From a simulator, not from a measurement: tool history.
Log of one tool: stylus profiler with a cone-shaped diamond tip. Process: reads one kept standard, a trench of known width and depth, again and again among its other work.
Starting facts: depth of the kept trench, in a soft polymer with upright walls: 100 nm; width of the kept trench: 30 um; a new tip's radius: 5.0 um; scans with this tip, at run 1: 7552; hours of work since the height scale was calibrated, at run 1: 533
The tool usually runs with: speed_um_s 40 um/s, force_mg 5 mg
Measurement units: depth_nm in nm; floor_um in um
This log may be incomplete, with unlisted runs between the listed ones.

| run | day | speed_um_s | force_mg | scans with this tip | hours of work since the height scale was calibrated | depth_nm | floor_um |
|---|---|---|---|---|---|---|---|
| 1 | 0 | 40 | 5 | 7552 | 533 | 101.73 | 27.5 |
| 2 | 0.679 | 40 | 2.04 | 7722 | 545 | 101.04 | 27.36 |
| 3 | 1.608 | 40 | 2.04 | 7954 | 561 | 100.88 | 27.34 |
| 4 | 2.138 | 40 | 2.04 | 8087 | 571 | 100.61 | 27.33 |
| 5 | 2.7 | 40 | 2.04 | 8228 | 581 | 101 | 27.33 |
| 6 | 3.512 | 40 | 2.04 | 8431 | 595 | 100.91 | 27.36 |
| 7 | 4.733 | 27 | 5 | 8738 | 617 | 101.77 | 27.48 |
| 8 | 5.575 | 27 | 5 | 8948 | 632 | 101.81 | 27.49 |
| 9 | 6.288 | 40 | 5 | 9126 | 644 | 101.75 | 27.45 |
| 10 | 7.567 | 40 | 5 | 9446 | 667 | 101.65 | 27.35 |
| 11 | 8.483 | 109 | 6.85 | 9676 | 683 | 102.18 | 27.16 |
| 12 | 9.104 | 84 | 6.11 | 9832 | 694 | 101.98 | 27.18 |
| 13 | 10.35 | 34 | 14.98 | 10143 | 716 | 103.95 | 27.44 |
| 14 | 11.167 | 46 | 7.45 | 10348 | 730 | 102.35 | 27.37 |
| 15 | 11.867 | 17 | 10.03 | 10523 | 743 | 103.04 | 27.47 |
| 16 | 13.075 | 73 | 12.15 | 10825 | 764 | 103.26 | 27.3 |
| 17 | 13.983 | 77 | 6.52 | 11053 | 780 | 102.11 | 27.16 |
| 18 | 14.588 | 77 | 6.52 | 11204 | 791 | 102.13 | 27.17 |

Results per run with the tool's hidden condition removed, run-to-run variation unchanged:
Unlogged tool condition in this case: radius of the tip, um; height scale over the true one, %; drift of the gauge itself on depth_nm, %; drift of the gauge itself on floor_um, %.
| run | depth_nm | floor_um |
|---|---|---|
| 1 | 101.94 | 27.88 |
| 2 | 101.26 | 27.75 |
| 3 | 101.11 | 27.75 |
| 4 | 100.85 | 27.74 |
| 5 | 101.24 | 27.75 |
| 6 | 101.16 | 27.79 |
| 7 | 102.03 | 27.92 |
| 8 | 102.07 | 27.94 |
| 9 | 102.02 | 27.91 |
| 10 | 101.93 | 27.83 |
| 11 | 102.47 | 27.65 |
| 12 | 102.27 | 27.67 |
| 13 | 104.26 | 27.95 |
| 14 | 102.67 | 27.89 |
| 15 | 103.36 | 28 |
| 16 | 103.6 | 27.84 |
| 17 | 102.45 | 27.71 |
| 18 | 102.47 | 27.73 |

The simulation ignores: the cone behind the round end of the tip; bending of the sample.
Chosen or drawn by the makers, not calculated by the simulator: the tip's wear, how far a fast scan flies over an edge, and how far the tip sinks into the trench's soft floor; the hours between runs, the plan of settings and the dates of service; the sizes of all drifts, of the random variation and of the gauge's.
